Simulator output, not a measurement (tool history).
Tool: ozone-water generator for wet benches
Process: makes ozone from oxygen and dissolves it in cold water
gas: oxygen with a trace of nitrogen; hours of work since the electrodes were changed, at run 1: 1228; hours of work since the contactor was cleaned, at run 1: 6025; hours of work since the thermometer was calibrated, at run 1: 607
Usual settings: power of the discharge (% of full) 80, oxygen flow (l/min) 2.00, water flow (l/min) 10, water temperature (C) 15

| run | hour | power of the discharge (% of full) | oxygen flow (l/min) | water flow (l/min) | water temperature (C) | hours of work since the electrodes were changed | hours of work since the contactor was cleaned | hours of work since the thermometer was calibrated | dissolved ozone (ppm) | ozone in the gas ahead of the water (g/m3) |
|---|---|---|---|---|---|---|---|---|---|---|
| 1 | 0.0 | 80 | 2.00 | 10 | 15 | 1228 | 6025 | 607 | 21.1 | 212.8 |
| 2 | 30.8 | 80 | 2.00 | 10 | 15 | 1257 | 6054 | 636 | 20.8 | 208.4 |
| 3 | 46.0 | 80 | 2.00 | 9 | 15 | 1271 | 6068 | 650 | 23.3 | 210.0 |
| 4 | 78.7 | 80 | 1.21 | 10 | 15 | 1302 | 6099 | 681 | 17.3 | 247.7 |
| 5 | 101.7 | 80 | 2.00 | 10 | 11 | 1324 | 6121 | 703 | 21.8 | 209.1 |
| 6 | 122.3 | 41 | 2.00 | 10 | 11 | 1344 | 6141 | 722 | 13.1 | 126.2 |
| 7 | 159.2 | 41 | 2.00 | 10 | 11 | 1378 | 6176 | 757 | 12.9 | 126.0 |
| 8 | 190.4 | 41 | 2.00 | 10 | 7 | 1408 | 6205 | 787 | 13.7 | 127.2 |
| 9 | 227.7 | 80 | 2.00 | 10 | 15 | 1443 | 6240 | 822 | 20.9 | 208.3 |
| 10 | 243.3 | 80 | 2.00 | 7 | 15 | 1458 | 6255 | 837 | 28.7 | 208.9 |
| 11 | 275.2 | 77 | 1.04 | 10 | 15 | 1488 | 6285 | 867 | 16.0 | 252.8 |
| 12 | 309.5 | 95 | 1.09 | 6 | 8 | 1521 | 6318 | 899 | 33.6 | 293.7 |
| 13 | 343.5 | 80 | 2.00 | 10 | 17 | 1553 | 6350 | 931 | 20.5 | 208.4 |
| 14 | 363.8 | 80 | 2.00 | 10 | 17 | 1572 | 6369 | 951 | 20.1 | 208.8 |
| 15 | 392.5 | 80 | 2.00 | 10 | 17 | 1599 | 6396 | 978 | 20.2 | 206.4 |
| 16 | 411.9 | 66 | 2.00 | 10 | 15 | 1617 | 6414 | 996 | 17.8 | 179.8 |
| 17 | 444.4 | 66 | 2.00 | 10 | 15 | 1648 | 6445 | 1027 | 18.2 | 179.1 |
| 18 | 464.3 | 80 | 2.00 | 10 | 22 | 1667 | 6464 | 1046 | 18.9 | 209.5 |
| 19 | 492.1 | 80 | 3.60 | 10 | 15 | 1693 | 6490 | 1072 | 23.8 | 169.9 |

3 ways to go on from here, each from the tool as it stands after run 19. What would each give?
| A | 515.8 | 80 | 1.06 | 10 | 15 | 1716 | 6513 | 1094 | ? | ? |
| B | 515.8 | 73 | 1.56 | 6 | 15 | 1716 | 6513 | 1094 | ? | ? |
| C | 515.8 | 41 | 1.56 | 10 | 12 | 1716 | 6513 | 1094 | ? | ? |

| run | dissolved ozone (ppm) | ozone in the gas ahead of the water (g/m3) |
|---|---|---|
| A | 16.6 | 257.5 |
| B | 28.3 | 212.1 |
| C | 11.8 | 136.3 |
Without the tool's hidden state the same runs would have given:
| run | dissolved ozone (ppm) | ozone in the gas ahead of the water (g/m3) |
|---|---|---|
| A | 18.0 | 265.7 |
| B | 30.0 | 218.5 |
| C | 12.6 | 138.7 |
